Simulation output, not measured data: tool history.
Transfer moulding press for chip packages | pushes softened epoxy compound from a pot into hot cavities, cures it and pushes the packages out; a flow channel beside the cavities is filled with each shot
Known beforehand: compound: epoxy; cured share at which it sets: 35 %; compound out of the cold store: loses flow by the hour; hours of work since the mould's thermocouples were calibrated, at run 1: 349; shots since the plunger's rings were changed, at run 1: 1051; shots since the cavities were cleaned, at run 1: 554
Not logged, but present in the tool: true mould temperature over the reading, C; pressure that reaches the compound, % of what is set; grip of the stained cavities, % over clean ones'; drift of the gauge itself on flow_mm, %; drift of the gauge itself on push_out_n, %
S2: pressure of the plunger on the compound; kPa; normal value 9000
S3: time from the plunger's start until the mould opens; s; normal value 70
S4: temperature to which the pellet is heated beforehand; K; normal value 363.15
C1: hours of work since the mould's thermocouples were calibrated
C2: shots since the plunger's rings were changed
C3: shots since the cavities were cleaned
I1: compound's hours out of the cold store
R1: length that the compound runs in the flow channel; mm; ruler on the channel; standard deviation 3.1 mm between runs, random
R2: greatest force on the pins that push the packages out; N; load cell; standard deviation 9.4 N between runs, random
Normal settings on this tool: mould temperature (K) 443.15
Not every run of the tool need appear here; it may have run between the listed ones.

{"run": 1, "hour": 0.0, "mould temperature (K)": 443.15, "S2": 9000, "S3": 70, "S4": 363.15, "C1": 349, "C2": 1051, "C3": 554, "I1": 32.7, "R1": 699, "R2": 764}
{"hour": 27.3, "done": "cavities cleaned with cleaning compound and waxed"}
{"run": 2, "hour": 28.1, "mould temperature (K)": 443.15, "S2": 9000, "S3": 70, "S4": 363.15, "C1": 368, "C2": 1511, "C3": 13, "I1": 44.4, "R1": 653, "R2": 1239}
{"run": 3, "hour": 58.7, "mould temperature (K)": 443.15, "S2": 9000, "S3": 70, "S4": 363.15, "C1": 391, "C2": 2040, "C3": 542, "I1": 46.2, "R1": 646, "R2": 1085}
{"run": 4, "hour": 82.7, "mould temperature (K)": 443.15, "S2": 9000, "S3": 70, "S4": 363.15, "C1": 409, "C2": 2455, "C3": 957, "I1": 26.0, "R1": 708, "R2": 1055}
{"hour": 88.0, "done": "cavities cleaned with cleaning compound and waxed"}
{"run": 5, "hour": 116.7, "mould temperature (K)": 443.15, "S2": 9000, "S3": 70, "S4": 363.15, "C1": 433, "C2": 3016, "C3": 496, "I1": 31.9, "R1": 678, "R2": 763}
{"hour": 146.8, "done": "cavities cleaned with cleaning compound and waxed, once more"}
{"run": 6, "hour": 150.8, "mould temperature (K)": 443.15, "S2": 9000, "S3": 70, "S4": 363.15, "C1": 458, "C2": 3581, "C3": 69, "I1": 32.1, "R1": 678, "R2": 494}
{"run": 7, "hour": 170.5, "mould temperature (K)": 443.15, "S2": 9000, "S3": 70, "S4": 363.15, "C1": 472, "C2": 3922, "C3": 410, "I1": 45.9, "R1": 626, "R2": 718}
{"run": 8, "hour": 200.6, "mould temperature (K)": 443.15, "S2": 8680, "S3": 88, "S4": 369.15, "C1": 495, "C2": 4442, "C3": 930, "I1": 35.5, "R1": 641, "R2": 774}
{"hour": 206.9, "done": "cavities cleaned with cleaning compound and waxed"}
{"run": 9, "hour": 222.6, "mould temperature (K)": 443.15, "S2": 8680, "S3": 88, "S4": 369.15, "C1": 510, "C2": 4797, "C3": 273, "I1": 24.7, "R1": 679, "R2": 579}
{"run": 10, "hour": 237.1, "mould temperature (K)": 437.15, "S2": 6830, "S3": 109, "S4": 371.15, "C1": 521, "C2": 5047, "C3": 523, "I1": 27.5, "R1": 604, "R2": 716}
{"run": 11, "hour": 256.2, "mould temperature (K)": 451.15, "S2": 6830, "S3": 109, "S4": 361.15, "C1": 535, "C2": 5378, "C3": 854, "I1": 9.3, "R1": 627, "R2": 747}
{"hour": 266.1, "done": "cavities cleaned with cleaning compound and waxed"}
{"run": 12, "hour": 287.4, "mould temperature (K)": 443.15, "S2": 7810, "S3": 52, "S4": 364.15, "C1": 557, "C2": 5891, "C3": 369, "I1": 12.0, "R1": 683, "R2": 1381}
{"hour": 306.6, "done": "plunger's sealing rings changed"}
{"run": 13, "hour": 323.2, "mould temperature (K)": 443.15, "S2": 7810, "S3": 52, "S4": 364.15, "C1": 582, "C2": 288, "C3": 945, "I1": 47.7, "R1": 612, "R2": 1537}
{"hour": 329.0, "done": "cavities cleaned with cleaning compound and waxed"}
{"run": 14, "hour": 338.9, "mould temperature (K)": 443.15, "S2": 7810, "S3": 52, "S4": 364.15, "C1": 593, "C2": 532, "C3": 169, "I1": 32.4, "R1": 658, "R2": 1031}

3 options for the next run, each taken on its own from the tool as it stands now. Forecast them:
{"run": "A", "hour": 367.1, "mould temperature (K)": 448.15, "S2": 8060, "S3": 52, "S4": 367.15, "C1": 614, "C2": 1022, "C3": 659, "I1": 46.6, "R1": "?", "R2": "?"}
{"run": "B", "hour": 367.1, "mould temperature (K)": 443.15, "S2": 7810, "S3": 52, "S4": 367.15, "C1": 614, "C2": 1022, "C3": 659, "I1": 38.9, "R1": "?", "R2": "?"}
{"run": "C", "hour": 367.1, "mould temperature (K)": 443.15, "S2": 7810, "S3": 68, "S4": 364.15, "C1": 614, "C2": 1022, "C3": 659, "I1": 18.8, "R1": "?", "R2": "?"}

run=A R1=601 R2=901
run=B R1=633 R2=1441
run=C R1=703 R2=882
What these runs would have given with no unlogged condition in the tool:
run=A R1=609 R2=444
run=B R1=641 R2=706
run=C R1=711 R2=440
